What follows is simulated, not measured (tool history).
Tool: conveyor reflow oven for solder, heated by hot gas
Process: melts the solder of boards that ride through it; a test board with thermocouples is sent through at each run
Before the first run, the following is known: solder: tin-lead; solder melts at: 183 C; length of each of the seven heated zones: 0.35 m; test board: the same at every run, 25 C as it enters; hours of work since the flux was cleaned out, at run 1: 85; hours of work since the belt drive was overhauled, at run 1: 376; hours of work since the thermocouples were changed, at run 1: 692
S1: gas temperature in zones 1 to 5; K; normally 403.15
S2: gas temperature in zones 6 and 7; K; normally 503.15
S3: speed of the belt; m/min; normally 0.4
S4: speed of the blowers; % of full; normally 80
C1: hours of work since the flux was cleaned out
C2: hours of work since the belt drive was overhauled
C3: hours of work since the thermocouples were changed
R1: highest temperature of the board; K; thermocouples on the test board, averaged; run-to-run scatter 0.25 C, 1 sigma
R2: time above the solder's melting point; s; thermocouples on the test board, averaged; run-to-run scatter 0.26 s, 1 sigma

run	hour	S1	S2	S3	S4	C1	C2	C3	R1	R2
1	0	403.15	503.15	0.4	80	85	376	692	485.85	71.2
2	62.3	403.15	503.15	0.4	80	132	423	739	485.05	70.6
3	102.3	403.15	503.15	0.4	80	163	454	770	485.15	70.5
4	162.5	403.15	503.15	0.4	80	208	499	815	484.75	70.1
5	237.6	403.15	503.15	0.4	80	265	556	872	484.35	69.6
6	288.9	403.15	503.15	0.4	80	304	595	911	484.15	69.2
# hour 323.6: flux residue cleaned out of gas plates and filters
7	332	403.15	503.15	0.4	80	6	624	940	482.65	66.8
8	393.2	398.15	503.15	0.4	80	53	670	986	481.15	62.8
9	465.4	398.15	503.15	0.4	80	107	725	1041	481.05	62.2
10	538.7	403.15	503.15	0.4	69	163	780	1096	478.25	60.2
# hour 578: flux residue cleaned out of gas plates and filters, once more
11	600.3	403.15	503.15	0.4	69	17	823	1139	482.25	67.1
12	669.4	403.15	503.15	0.4	80	69	875	1191	484.25	71
13	713.9	403.15	503.15	0.4	80	103	909	1225	484.55	70.8
14	745.3	403.15	503.15	0.4	80	127	933	1249	484.05	70.5
15	785.5	403.15	503.15	0.4	80	157	963	1279	484.05	70.3
# hour 791: thermocouples of zones 6 and 7 changed
16	839.5	403.15	503.15	0.4	80	196	1002	37	487.45	74
17	903.5	403.15	503.15	0.4	80	245	1051	85	487.05	73.3
18	947.1	398.15	503.15	0.4	80	278	1084	118	486.05	69.9
19	978.9	398.15	503.15	0.4	80	302	1108	142	485.55	69.7
# hour 1017.7: flux residue cleaned out of gas plates and filters
20	1018.2	415.15	499.15	0.331	74	0	1134	168	489.35	102.3
21	1068.4	416.15	503.15	0.4	64	38	1172	206	486.25	78.2
22	1127.6	403.15	504.15	0.462	55	83	1217	251	474.85	45
23	1163	403.15	513.15	0.4	80	110	1243	278	495.65	83.4
24	1213.7	391.15	513.15	0.324	80	148	1282	316	500.45	105
25	1274.3	391.15	513.15	0.324	86	194	1328	362	501.25	106.4
26	1316	413.15	498.15	0.38	62	226	1359	394	481.35	73.8
27	1375.5	418.15	514.15	0.38	62	271	1404	439	494.95	95
28	1443	403.15	512.15	0.4	56	322	1455	490	486.55	71
# hour 1458.5: flux residue cleaned out of gas plates and filters
29	1510.8	400.15	505.15	0.346	82	40	1503	537	492.25	95
30	1571.3	411.15	503.15	0.4	80	85	1548	583	487.65	80.4

Predict each of these 4 candidate next runs independently; none follows another, all start after run 30:
A	1625.2	408.15	511.15	0.47	80	126	1589	624	?	?
B	1625.2	394.15	517.15	0.44	80	126	1589	624	?	?
C	1625.2	411.15	503.15	0.349	80	126	1589	624	?	?
D	1625.2	414.15	492.15	0.4	80	126	1589	624	?	?

run	R1	R2
A	488.75	66
B	493.35	70.9
C	490.65	97.6
D	477.65	69.8
Take away the tool's hidden state, keep each run's random variation, and the runs would have read:
run	R1	R2
A	490.65	64.7
B	495.25	69.4
C	492.95	95.4
D	479.75	69.6
